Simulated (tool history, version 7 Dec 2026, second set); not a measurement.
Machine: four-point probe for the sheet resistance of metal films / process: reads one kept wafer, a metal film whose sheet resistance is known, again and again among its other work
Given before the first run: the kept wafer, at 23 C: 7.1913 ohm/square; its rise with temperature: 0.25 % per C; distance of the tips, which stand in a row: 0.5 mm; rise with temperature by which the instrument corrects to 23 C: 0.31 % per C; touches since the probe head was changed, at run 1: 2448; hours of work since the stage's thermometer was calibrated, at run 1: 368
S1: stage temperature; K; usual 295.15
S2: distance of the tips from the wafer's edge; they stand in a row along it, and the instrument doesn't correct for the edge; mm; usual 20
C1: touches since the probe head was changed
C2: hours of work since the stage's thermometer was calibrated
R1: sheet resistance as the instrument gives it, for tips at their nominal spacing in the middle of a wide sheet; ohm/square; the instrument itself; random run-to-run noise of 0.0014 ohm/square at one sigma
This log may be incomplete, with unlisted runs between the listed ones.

run	hour	S1	S2	C1	C2	R1
1	0	295.15	20	2448	368	7.189393
2	29.3	295.15	20	2805	382	7.189597
3	58.7	295.15	20	3163	397	7.195775
4	85.8	295.15	20	3494	410	7.190883
5	107.6	295.15	20	3759	421	7.19124
6	128.1	295.15	20	4009	431	7.193863
7	140.9	305.15	20	4165	437	7.155542
8	158.1	305.15	20	4375	445	7.154127
9	187.4	295.15	20	4732	460	7.191561
10	202.1	295.15	20	4911	467	7.192434
11	222	295.15	20	5154	477	7.190807
12	240.2	295.15	20	5375	486	7.194079
13	261.3	295.15	30	5633	496	7.195006
14	277.8	295.15	30	5834	504	7.189822
15	294	295.15	30	6031	512	7.193847
16	314.8	295.15	20	6284	522	7.193679
# hour 317.8: stage's thermometer calibrated
17	344.2	295.15	20	6636	13	7.196177
18	360.1	295.15	20	6830	21	7.195057
19	376.4	295.15	20	7029	29	7.197853
20	396.8	305.15	4	7278	39	7.219506
21	408.7	305.15	4	7423	45	7.215586
22	436.7	295.15	10	7763	58	7.202872
23	461.9	295.15	7	8071	71	7.212744
24	488.9	295.15	22	8400	84	7.195034
# hour 493.7: stage's thermometer calibrated, once more
25	515.1	300.15	6	8713	10	7.199835
26	531.7	301.15	4	8915	19	7.229029
27	551.3	302.15	6	9155	28	7.191694
28	575.8	304.15	5	9453	40	7.197707
29	594.9	306.15	24	9686	50	7.156058
30	608.7	306.15	24	9854	56	7.154663
31	637.9	291.15	7	10209	71	7.22526
32	664.8	292.15	61	10537	84	7.202054
33	691.8	292.15	61	10867	97	7.209102

For each entry between runs, how does the tool's hidden state at the last listed run before it compare with that at the first listed run after it?
After run 16, before run 17: stage's thermometer calibrated (hour 317.8)
  inner tips' distance over the nominal, %: -0.061 -> -0.058; wafer's true temperature over the reading, C: 0.1 -> 0.14
  what was measured, less what the result would be without the hidden state, R1: -0.002967 -> -0.001884 ohm/square
After run 24, before run 25: stage's thermometer calibrated, once more (hour 493.7)
  inner tips' distance over the nominal, %: -0.041 -> -0.038; wafer's true temperature over the reading, C: 0.16 -> 0.01
  what was measured, less what the result would be without the hidden state, R1: -0.000334 -> -0.002767 ohm/square
